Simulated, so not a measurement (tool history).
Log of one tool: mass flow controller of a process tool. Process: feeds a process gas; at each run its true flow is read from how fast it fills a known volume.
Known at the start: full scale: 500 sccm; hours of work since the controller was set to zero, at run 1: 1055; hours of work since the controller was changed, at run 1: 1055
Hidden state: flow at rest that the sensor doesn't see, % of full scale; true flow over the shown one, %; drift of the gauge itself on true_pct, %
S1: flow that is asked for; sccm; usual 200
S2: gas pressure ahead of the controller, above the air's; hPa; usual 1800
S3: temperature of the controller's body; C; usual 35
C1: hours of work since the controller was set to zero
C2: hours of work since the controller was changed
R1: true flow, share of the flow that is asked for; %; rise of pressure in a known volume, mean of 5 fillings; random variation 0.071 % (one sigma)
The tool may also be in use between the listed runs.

| run | day | S1 | S2 | S3 | C1 | C2 | R1 |
|---|---|---|---|---|---|---|---|
| 1 | 0 | 200 | 1800 | 35 | 1055 | 1055 | 100.08 |
| 2 | 2.808 | 200 | 1800 | 35 | 1082 | 1082 | 100.07 |
| 3 | 8.042 | 200 | 1800 | 35 | 1131 | 1131 | 100.11 |
| 4 | 12.871 | 200 | 1700 | 35 | 1177 | 1177 | 100 |
| 5 | 15.742 | 200 | 1700 | 35 | 1204 | 1204 | 100.21 |
| 6 | 20.904 | 200 | 1800 | 35 | 1253 | 1253 | 100 |
| 7 | 25.904 | 200 | 1800 | 35 | 1300 | 1300 | 99.93 |
| 8 | 30.483 | 175 | 1800 | 35 | 1343 | 1343 | 100.04 |
| 9 | 35.067 | 175 | 1800 | 35 | 1387 | 1387 | 99.95 |
| 10 | 37.871 | 175 | 1800 | 35 | 1413 | 1413 | 99.99 |
| 11 | 42.55 | 175 | 2700 | 35 | 1457 | 1457 | 99.85 |
| 12 | 47.9 | 200 | 1800 | 35 | 1508 | 1508 | 100.09 |
| 13 | 53.475 | 200 | 1800 | 35 | 1560 | 1560 | 100.1 |
| 14 | 56.121 | 51 | 1800 | 35 | 1585 | 1585 | 99.7 |
| 15 | 59.817 | 51 | 1990 | 39 | 1620 | 1620 | 99.93 |
| 16 | 63.296 | 469 | 1570 | 32 | 1653 | 1653 | 100.73 |
| 17 | 68.671 | 469 | 1570 | 32 | 1704 | 1704 | 100.66 |
| 18 | 73.7 | 64 | 1850 | 34 | 1752 | 1752 | 99.5 |
| 19 | 79.442 | 64 | 1850 | 34 | 1806 | 1806 | 99.6 |
| 20 | 83.725 | 89 | 2070 | 29 | 1846 | 1846 | 98.96 |
| 21 | 89.246 | 89 | 2070 | 29 | 1898 | 1898 | 98.96 |
| 22 | 93.575 | 200 | 1980 | 23 | 1939 | 1939 | 98.58 |
| 23 | 99.208 | 109 | 1620 | 29 | 1992 | 1992 | 99.04 |
| 24 | 104.746 | 109 | 1620 | 29 | 2045 | 2045 | 99.09 |
| 25 | 110.471 | 418 | 2040 | 25 | 2099 | 2099 | 99.62 |

5 ways to go on from here, each from the tool as it stands after run 25. What would each give?
| A | 114.821 | 159 | 2310 | 26 | 2140 | 2140 | ? |
| B | 114.821 | 51 | 1970 | 35 | 2140 | 2140 | ? |
| C | 114.821 | 61 | 2040 | 26 | 2140 | 2140 | ? |
| D | 114.821 | 220 | 1800 | 35 | 2140 | 2140 | ? |
| E | 114.821 | 489 | 2040 | 25 | 2140 | 2140 | ? |

| run | R1 |
|---|---|
| A | 98.79 |
| B | 99.52 |
| C | 98.57 |
| D | 100.23 |
| E | 99.97 |
Without the tool's hidden state the same runs would have given:
| run | R1 |
|---|---|
| A | 98.79 |
| B | 99.49 |
| C | 98.55 |
| D | 100.24 |
| E | 99.99 |
